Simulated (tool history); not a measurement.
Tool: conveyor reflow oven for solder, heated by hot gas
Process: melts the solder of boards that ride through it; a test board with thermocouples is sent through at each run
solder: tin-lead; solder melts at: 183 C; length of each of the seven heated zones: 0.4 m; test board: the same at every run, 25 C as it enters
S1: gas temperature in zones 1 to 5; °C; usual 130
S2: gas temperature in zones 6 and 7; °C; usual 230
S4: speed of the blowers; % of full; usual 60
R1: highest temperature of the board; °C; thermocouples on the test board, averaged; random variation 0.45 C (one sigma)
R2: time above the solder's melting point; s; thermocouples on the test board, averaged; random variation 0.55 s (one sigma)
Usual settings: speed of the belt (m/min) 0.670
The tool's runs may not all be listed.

{"run": 1, "day": 0.0, "S1": 130, "S2": 230, "speed of the belt (m/min)": 0.67, "S4": 60, "R1": 200.2, "R2": 32.7}
{"run": 2, "day": 1.033, "S1": 130, "S2": 230, "speed of the belt (m/min)": 0.67, "S4": 60, "R1": 199.8, "R2": 31.6}
{"run": 3, "day": 1.675, "S1": 130, "S2": 230, "speed of the belt (m/min)": 0.67, "S4": 60, "R1": 199.5, "R2": 31.3}
{"run": 4, "day": 2.554, "S1": 130, "S2": 230, "speed of the belt (m/min)": 0.67, "S4": 60, "R1": 199.5, "R2": 31.0}
{"run": 5, "day": 3.896, "S1": 130, "S2": 230, "speed of the belt (m/min)": 0.67, "S4": 60, "R1": 198.7, "R2": 30.3}
{"run": 6, "day": 4.592, "S1": 130, "S2": 230, "speed of the belt (m/min)": 0.67, "S4": 82, "R1": 205.9, "R2": 41.1}
{"run": 7, "day": 5.546, "S1": 130, "S2": 230, "speed of the belt (m/min)": 0.67, "S4": 60, "R1": 199.6, "R2": 31.6}
{"run": 8, "day": 6.212, "S1": 130, "S2": 230, "speed of the belt (m/min)": 0.67, "S4": 60, "R1": 198.1, "R2": 31.2}
{"run": 9, "day": 7.117, "S1": 130, "S2": 230, "speed of the belt (m/min)": 0.67, "S4": 60, "R1": 198.4, "R2": 31.1}
{"run": 10, "day": 7.992, "S1": 130, "S2": 230, "speed of the belt (m/min)": 0.67, "S4": 60, "R1": 198.8, "R2": 30.0}
{"run": 11, "day": 8.817, "S1": 130, "S2": 230, "speed of the belt (m/min)": 0.67, "S4": 60, "R1": 199.2, "R2": 29.6}
{"run": 12, "day": 9.55, "S1": 130, "S2": 230, "speed of the belt (m/min)": 0.67, "S4": 82, "R1": 203.7, "R2": 39.5}
{"run": 13, "day": 10.808, "S1": 130, "S2": 230, "speed of the belt (m/min)": 0.67, "S4": 60, "R1": 197.9, "R2": 29.2}
{"run": 14, "day": 11.946, "S1": 130, "S2": 230, "speed of the belt (m/min)": 0.67, "S4": 60, "R1": 197.8, "R2": 30.2}
{"run": 15, "day": 12.929, "S1": 130, "S2": 230, "speed of the belt (m/min)": 0.67, "S4": 60, "R1": 197.3, "R2": 29.0}
{"run": 16, "day": 13.758, "S1": 127, "S2": 227, "speed of the belt (m/min)": 0.78, "S4": 79, "R1": 194.1, "R2": 19.6}
{"run": 17, "day": 14.662, "S1": 125, "S2": 229, "speed of the belt (m/min)": 0.541, "S4": 66, "R1": 205.4, "R2": 49.1}
{"run": 18, "day": 15.954, "S1": 122, "S2": 219, "speed of the belt (m/min)": 0.548, "S4": 60, "R1": 195.3, "R2": 30.5}
{"day": 17.1, "done": "flux residue cleaned out of gas plates and filters"}
{"run": 19, "day": 17.1, "S1": 122, "S2": 219, "speed of the belt (m/min)": 0.548, "S4": 60, "R1": 199.6, "R2": 39.0}
{"run": 20, "day": 18.162, "S1": 122, "S2": 238, "speed of the belt (m/min)": 0.666, "S4": 60, "R1": 206.9, "R2": 39.8}
{"run": 21, "day": 19.117, "S1": 138, "S2": 238, "speed of the belt (m/min)": 0.54, "S4": 63, "R1": 219.4, "R2": 70.2}
{"run": 22, "day": 20.146, "S1": 130, "S2": 234, "speed of the belt (m/min)": 0.67, "S4": 58, "R1": 204.0, "R2": 38.4}
{"run": 23, "day": 20.758, "S1": 125, "S2": 230, "speed of the belt (m/min)": 0.67, "S4": 75, "R1": 206.3, "R2": 40.3}
{"run": 24, "day": 21.329, "S1": 129, "S2": 230, "speed of the belt (m/min)": 0.653, "S4": 90, "R1": 211.3, "R2": 49.6}
{"run": 25, "day": 22.354, "S1": 129, "S2": 230, "speed of the belt (m/min)": 0.653, "S4": 61, "R1": 203.9, "R2": 37.5}
{"run": 26, "day": 23.542, "S1": 129, "S2": 233, "speed of the belt (m/min)": 0.67, "S4": 60, "R1": 204.0, "R2": 37.0}
{"run": 27, "day": 24.608, "S1": 129, "S2": 233, "speed of the belt (m/min)": 0.67, "S4": 60, "R1": 204.2, "R2": 37.2}
{"run": 28, "day": 25.967, "S1": 120, "S2": 223, "speed of the belt (m/min)": 0.705, "S4": 55, "R1": 188.7, "R2": 12.3}
{"run": 29, "day": 26.971, "S1": 130, "S2": 230, "speed of the belt (m/min)": 0.67, "S4": 80, "R1": 207.3, "R2": 43.3}
{"run": 30, "day": 27.708, "S1": 130, "S2": 230, "speed of the belt (m/min)": 0.67, "S4": 53, "R1": 198.1, "R2": 29.5}

Measured less the same run without the tool's hidden state. The same run-to-run variation is in both; the gauge's scatter may not be:
The hidden state here: heat that the gas passes to the board, % of a clean oven's; belt's true speed, % of the reading; true gas temperature in zones 6 and 7 over the reading, C; drift of the gauge itself on peak_c, C; drift of the gauge itself on liquid_s, %.
run=1 R1=-4.3 R2=-5.6
run=2 R1=-4.6 R2=-5.8
run=3 R1=-4.7 R2=-5.9
run=4 R1=-4.7 R2=-6.0
run=5 R1=-4.9 R2=-6.5
run=6 R1=-5.6 R2=-5.9
run=7 R1=-5.2 R2=-6.8
run=8 R1=-5.3 R2=-6.8
run=9 R1=-5.4 R2=-7.2
run=10 R1=-5.5 R2=-7.2
run=11 R1=-5.6 R2=-7.4
run=12 R1=-6.4 R2=-6.9
run=13 R1=-5.9 R2=-7.8
run=14 R1=-6.1 R2=-8.1
run=15 R1=-6.2 R2=-8.4
run=16 R1=-7.7 R2=-9.9
run=17 R1=-6.2 R2=-7.5
run=18 R1=-6.0 R2=-10.8
run=19 R1=-1.6 R2=-1.7
run=20 R1=-1.5 R2=-0.8
run=21 R1=-1.9 R2=-0.4
run=22 R1=-1.7 R2=-1.3
run=23 R1=-2.0 R2=-1.4
run=24 R1=-2.3 R2=-1.2
run=25 R1=-2.1 R2=-1.8
run=26 R1=-2.3 R2=-1.8
run=27 R1=-2.4 R2=-2.0
run=28 R1=-2.4 R2=-3.7
run=29 R1=-3.1 R2=-2.3
run=30 R1=-2.6 R2=-3.0

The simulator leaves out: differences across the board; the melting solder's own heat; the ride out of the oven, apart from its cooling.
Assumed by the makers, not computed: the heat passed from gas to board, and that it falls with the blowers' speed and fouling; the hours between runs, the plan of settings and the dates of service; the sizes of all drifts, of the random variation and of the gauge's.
